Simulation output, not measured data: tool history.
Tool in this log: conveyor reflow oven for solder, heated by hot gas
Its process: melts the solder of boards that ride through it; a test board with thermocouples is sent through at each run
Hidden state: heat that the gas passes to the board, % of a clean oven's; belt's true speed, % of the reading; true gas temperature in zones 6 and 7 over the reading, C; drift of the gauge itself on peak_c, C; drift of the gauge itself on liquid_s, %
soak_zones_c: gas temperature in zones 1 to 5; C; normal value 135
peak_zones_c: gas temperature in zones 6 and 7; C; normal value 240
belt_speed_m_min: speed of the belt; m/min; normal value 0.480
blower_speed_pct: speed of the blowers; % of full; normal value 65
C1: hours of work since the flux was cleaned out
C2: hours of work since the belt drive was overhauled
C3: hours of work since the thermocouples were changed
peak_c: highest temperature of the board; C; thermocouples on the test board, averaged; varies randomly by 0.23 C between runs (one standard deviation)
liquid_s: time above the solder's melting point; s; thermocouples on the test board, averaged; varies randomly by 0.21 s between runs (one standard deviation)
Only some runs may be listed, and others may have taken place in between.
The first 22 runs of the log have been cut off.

Run 23, hour 805.4: usual settings but belt_speed_m_min 0.523 m/min, blower_speed_pct 56 % of full; C1 285; C2 534; C3 307. Result: peak_c 204.4 C, liquid_s 36.7 s.
At hour 847.6: flux residue cleaned out of gas plates and filters.
Run 24, hour 850.0: usual settings but peak_zones_c 242 C, belt_speed_m_min 0.523 m/min, blower_speed_pct 56 % of full; C1 2; C2 563; C3 336. Result: peak_c 209.3 C, liquid_s 42.1 s.
Run 25, hour 897.2: usual settings but peak_zones_c 242 C, belt_speed_m_min 0.523 m/min, blower_speed_pct 56 % of full; C1 37; C2 599; C3 372. Result: peak_c 209.0 C, liquid_s 41.9 s.
Run 26, hour 948.7: usual settings but peak_zones_c 242 C, belt_speed_m_min 0.523 m/min, blower_speed_pct 56 % of full; C1 76; C2 638; C3 411. Result: peak_c 208.6 C, liquid_s 41.2 s.
Run 27, hour 975.8: usual settings but peak_zones_c 242 C, belt_speed_m_min 0.523 m/min, blower_speed_pct 56 % of full; C1 97; C2 658; C3 431. Result: peak_c 208.8 C, liquid_s 41.3 s.
Run 28, hour 1023.0: usual settings but peak_zones_c 242 C, belt_speed_m_min 0.523 m/min, blower_speed_pct 56 % of full; C1 132; C2 694; C3 467. Result: peak_c 208.2 C, liquid_s 40.7 s.
Run 29, hour 1058.9: usual settings but soak_zones_c 138 C, peak_zones_c 250 C, belt_speed_m_min 0.523 m/min, blower_speed_pct 79 % of full; C1 159; C2 721; C3 494. Result: peak_c 224.9 C, liquid_s 56.1 s.
Run 30, hour 1089.5: usual settings but soak_zones_c 138 C, peak_zones_c 250 C, belt_speed_m_min 0.523 m/min, blower_speed_pct 79 % of full; C1 183; C2 744; C3 517. Result: peak_c 224.2 C, liquid_s 55.8 s.
Run 31, hour 1124.1: usual settings but soak_zones_c 139 C, blower_speed_pct 82 % of full; C1 209; C2 770; C3 543. Result: peak_c 219.7 C, liquid_s 58.8 s.

4 options for the next run, each taken on its own from the tool as it stands now. Forecast them:
Run A, hour 1154.8: usual settings but soak_zones_c 146 C, peak_zones_c 244 C, blower_speed_pct 82 % of full; C1 232; C2 793; C3 566. Result: peak_c ?, liquid_s ?.
Run B, hour 1154.8: usual settings but soak_zones_c 130 C, blower_speed_pct 82 % of full; C1 232; C2 793; C3 566. Result: peak_c ?, liquid_s ?.
Run C, hour 1154.8: usual settings but belt_speed_m_min 0.407 m/min, blower_speed_pct 56 % of full; C1 232; C2 793; C3 566. Result: peak_c ?, liquid_s ?.
Run D, hour 1154.8: usual settings but soak_zones_c 139 C, peak_zones_c 229 C, blower_speed_pct 82 % of full; C1 232; C2 793; C3 566. Result: peak_c ?, liquid_s ?.

run  peak_c  liquid_s
  A   224.7      64.2
  B   217.7      54.1
  C   216.8      64.9
  D   211.2      51.0
Without the tool's hidden state the same runs would have given:
run  peak_c  liquid_s
  A   226.6      64.7
  B   219.9      55.4
  C   218.2      65.5
  D   213.1      52.5
